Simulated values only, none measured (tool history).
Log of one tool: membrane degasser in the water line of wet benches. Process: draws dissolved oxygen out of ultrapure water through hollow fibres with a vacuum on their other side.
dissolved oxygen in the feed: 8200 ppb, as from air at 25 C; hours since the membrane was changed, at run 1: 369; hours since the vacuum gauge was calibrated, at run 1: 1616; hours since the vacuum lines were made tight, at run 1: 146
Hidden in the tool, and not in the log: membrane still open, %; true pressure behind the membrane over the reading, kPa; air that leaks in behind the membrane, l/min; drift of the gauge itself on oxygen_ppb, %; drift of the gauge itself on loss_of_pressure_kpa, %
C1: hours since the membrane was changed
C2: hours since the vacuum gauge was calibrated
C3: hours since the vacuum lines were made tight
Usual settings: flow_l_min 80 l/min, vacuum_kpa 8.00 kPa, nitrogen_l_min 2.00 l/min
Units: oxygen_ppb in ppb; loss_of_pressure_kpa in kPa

{"run": 1, "hour": 0.0, "flow_l_min": 80, "vacuum_kpa": 8.0, "nitrogen_l_min": 2.0, "C1": 369, "C2": 1616, "C3": 146, "oxygen_ppb": 376.4, "loss_of_pressure_kpa": 67.2}
{"run": 2, "hour": 34.3, "flow_l_min": 80, "vacuum_kpa": 8.0, "nitrogen_l_min": 2.0, "C1": 403, "C2": 1651, "C3": 180, "oxygen_ppb": 376.6, "loss_of_pressure_kpa": 66.8}
{"run": 3, "hour": 73.7, "flow_l_min": 80, "vacuum_kpa": 8.0, "nitrogen_l_min": 2.0, "C1": 443, "C2": 1690, "C3": 220, "oxygen_ppb": 375.6, "loss_of_pressure_kpa": 67.44}
{"run": 4, "hour": 142.0, "flow_l_min": 80, "vacuum_kpa": 8.0, "nitrogen_l_min": 2.0, "C1": 511, "C2": 1758, "C3": 288, "oxygen_ppb": 376.9, "loss_of_pressure_kpa": 67.19}
{"run": 5, "hour": 193.6, "flow_l_min": 80, "vacuum_kpa": 8.0, "nitrogen_l_min": 1.43, "C1": 562, "C2": 1810, "C3": 340, "oxygen_ppb": 483.7, "loss_of_pressure_kpa": 67.83}
{"run": 6, "hour": 234.4, "flow_l_min": 80, "vacuum_kpa": 8.0, "nitrogen_l_min": 1.43, "C1": 603, "C2": 1851, "C3": 381, "oxygen_ppb": 484.7, "loss_of_pressure_kpa": 67.58}
{"run": 7, "hour": 302.7, "flow_l_min": 80, "vacuum_kpa": 8.0, "nitrogen_l_min": 1.43, "C1": 672, "C2": 1919, "C3": 449, "oxygen_ppb": 485.7, "loss_of_pressure_kpa": 67.42}
{"run": 8, "hour": 338.4, "flow_l_min": 89, "vacuum_kpa": 8.0, "nitrogen_l_min": 2.0, "C1": 707, "C2": 1955, "C3": 485, "oxygen_ppb": 410.6, "loss_of_pressure_kpa": 75.21}
{"run": 9, "hour": 402.4, "flow_l_min": 89, "vacuum_kpa": 8.0, "nitrogen_l_min": 2.0, "C1": 771, "C2": 2019, "C3": 549, "oxygen_ppb": 411.6, "loss_of_pressure_kpa": 75.2}
{"run": 10, "hour": 477.0, "flow_l_min": 80, "vacuum_kpa": 18.27, "nitrogen_l_min": 2.0, "C1": 846, "C2": 2093, "C3": 623, "oxygen_ppb": 1082.6, "loss_of_pressure_kpa": 67.84}
{"run": 11, "hour": 510.1, "flow_l_min": 80, "vacuum_kpa": 18.27, "nitrogen_l_min": 2.0, "C1": 879, "C2": 2127, "C3": 656, "oxygen_ppb": 1091.0, "loss_of_pressure_kpa": 67.23}
{"run": 12, "hour": 553.0, "flow_l_min": 80, "vacuum_kpa": 18.27, "nitrogen_l_min": 2.0, "C1": 922, "C2": 2169, "C3": 699, "oxygen_ppb": 1086.5, "loss_of_pressure_kpa": 67.32}
{"run": 13, "hour": 625.6, "flow_l_min": 120, "vacuum_kpa": 8.0, "nitrogen_l_min": 2.0, "C1": 994, "C2": 2242, "C3": 772, "oxygen_ppb": 532.1, "loss_of_pressure_kpa": 100.86}
{"run": 14, "hour": 694.4, "flow_l_min": 80, "vacuum_kpa": 8.0, "nitrogen_l_min": 2.0, "C1": 1063, "C2": 2311, "C3": 841, "oxygen_ppb": 378.4, "loss_of_pressure_kpa": 67.86}
{"run": 15, "hour": 731.9, "flow_l_min": 80, "vacuum_kpa": 8.0, "nitrogen_l_min": 2.0, "C1": 1101, "C2": 2348, "C3": 878, "oxygen_ppb": 377.9, "loss_of_pressure_kpa": 67.78}
{"run": 16, "hour": 767.5, "flow_l_min": 80, "vacuum_kpa": 8.0, "nitrogen_l_min": 2.0, "C1": 1136, "C2": 2384, "C3": 914, "oxygen_ppb": 377.2, "loss_of_pressure_kpa": 68.07}
{"run": 17, "hour": 839.9, "flow_l_min": 80, "vacuum_kpa": 8.0, "nitrogen_l_min": 2.0, "C1": 1209, "C2": 2456, "C3": 986, "oxygen_ppb": 377.7, "loss_of_pressure_kpa": 67.88}
{"run": 18, "hour": 873.0, "flow_l_min": 65, "vacuum_kpa": 11.3, "nitrogen_l_min": 3.99, "C1": 1242, "C2": 2489, "C3": 1019, "oxygen_ppb": 293.3, "loss_of_pressure_kpa": 54.91}
{"run": 19, "hour": 936.5, "flow_l_min": 121, "vacuum_kpa": 5.12, "nitrogen_l_min": 2.96, "C1": 1305, "C2": 2553, "C3": 1083, "oxygen_ppb": 188.7, "loss_of_pressure_kpa": 102.79}
{"run": 20, "hour": 974.1, "flow_l_min": 121, "vacuum_kpa": 5.12, "nitrogen_l_min": 2.96, "C1": 1343, "C2": 2590, "C3": 1120, "oxygen_ppb": 189.1, "loss_of_pressure_kpa": 103.14}
{"run": 21, "hour": 1022.7, "flow_l_min": 121, "vacuum_kpa": 5.12, "nitrogen_l_min": 2.96, "C1": 1392, "C2": 2639, "C3": 1169, "oxygen_ppb": 189.8, "loss_of_pressure_kpa": 102.46}
{"run": 22, "hour": 1055.2, "flow_l_min": 49, "vacuum_kpa": 12.96, "nitrogen_l_min": 2.0, "C1": 1424, "C2": 2672, "C3": 1201, "oxygen_ppb": 497.0, "loss_of_pressure_kpa": 41.39}
{"run": 23, "hour": 1095.4, "flow_l_min": 125, "vacuum_kpa": 16.1, "nitrogen_l_min": 1.18, "C1": 1464, "C2": 2712, "C3": 1242, "oxygen_ppb": 1798.4, "loss_of_pressure_kpa": 106.27}
{"run": 24, "hour": 1163.4, "flow_l_min": 124, "vacuum_kpa": 5.53, "nitrogen_l_min": 2.09, "C1": 1532, "C2": 2780, "C3": 1310, "oxygen_ppb": 287.6, "loss_of_pressure_kpa": 105.57}
{"run": 25, "hour": 1202.5, "flow_l_min": 54, "vacuum_kpa": 5.08, "nitrogen_l_min": 2.09, "C1": 1571, "C2": 2819, "C3": 1349, "oxygen_ppb": 106.8, "loss_of_pressure_kpa": 45.68}
{"run": 26, "hour": 1260.4, "flow_l_min": 109, "vacuum_kpa": 8.0, "nitrogen_l_min": 2.0, "C1": 1629, "C2": 2877, "C3": 1407, "oxygen_ppb": 491.3, "loss_of_pressure_kpa": 92.98}
{"run": 27, "hour": 1317.8, "flow_l_min": 119, "vacuum_kpa": 8.0, "nitrogen_l_min": 2.0, "C1": 1687, "C2": 2934, "C3": 1464, "oxygen_ppb": 532.8, "loss_of_pressure_kpa": 101.34}
{"run": 28, "hour": 1367.1, "flow_l_min": 74, "vacuum_kpa": 12.4, "nitrogen_l_min": 1.88, "C1": 1736, "C2": 2983, "C3": 1513, "oxygen_ppb": 683.7, "loss_of_pressure_kpa": 62.51}
{"run": 29, "hour": 1398.7, "flow_l_min": 121, "vacuum_kpa": 8.27, "nitrogen_l_min": 1.88, "C1": 1768, "C2": 3015, "C3": 1545, "oxygen_ppb": 589.2, "loss_of_pressure_kpa": 103.3}
{"run": 30, "hour": 1434.7, "flow_l_min": 75, "vacuum_kpa": 13.78, "nitrogen_l_min": 2.0, "C1": 1804, "C2": 3051, "C3": 1581, "oxygen_ppb": 750.6, "loss_of_pressure_kpa": 63.16}
{"run": 31, "hour": 1466.2, "flow_l_min": 80, "vacuum_kpa": 14.66, "nitrogen_l_min": 2.5, "C1": 1835, "C2": 3083, "C3": 1612, "oxygen_ppb": 714.5, "loss_of_pressure_kpa": 67.77}
{"run": 32, "hour": 1537.7, "flow_l_min": 74, "vacuum_kpa": 8.0, "nitrogen_l_min": 2.0, "C1": 1907, "C2": 3154, "C3": 1684, "oxygen_ppb": 357.2, "loss_of_pressure_kpa": 62.64}

3 ways to go on from here, each from the tool as it stands after run 32. What would each give?
{"run": "A", "hour": 1597.5, "flow_l_min": 63, "vacuum_kpa": 8.0, "nitrogen_l_min": 1.68, "C1": 1966, "C2": 3214, "C3": 1744, "oxygen_ppb": "?", "loss_of_pressure_kpa": "?"}
{"run": "B", "hour": 1597.5, "flow_l_min": 118, "vacuum_kpa": 8.0, "nitrogen_l_min": 2.16, "C1": 1966, "C2": 3214, "C3": 1744, "oxygen_ppb": "?", "loss_of_pressure_kpa": "?"}
{"run": "C", "hour": 1597.5, "flow_l_min": 74, "vacuum_kpa": 8.0, "nitrogen_l_min": 2.0, "C1": 1966, "C2": 3214, "C3": 1744, "oxygen_ppb": "?", "loss_of_pressure_kpa": "?"}

run=A oxygen_ppb=356.9 loss_of_pressure_kpa=53.70
run=B oxygen_ppb=502.0 loss_of_pressure_kpa=100.29
run=C oxygen_ppb=355.3 loss_of_pressure_kpa=63.13
Without the tool's hidden state the same runs would have given:
run=A oxygen_ppb=352.4 loss_of_pressure_kpa=52.86
run=B oxygen_ppb=494.0 loss_of_pressure_kpa=98.72
run=C oxygen_ppb=350.6 loss_of_pressure_kpa=62.14
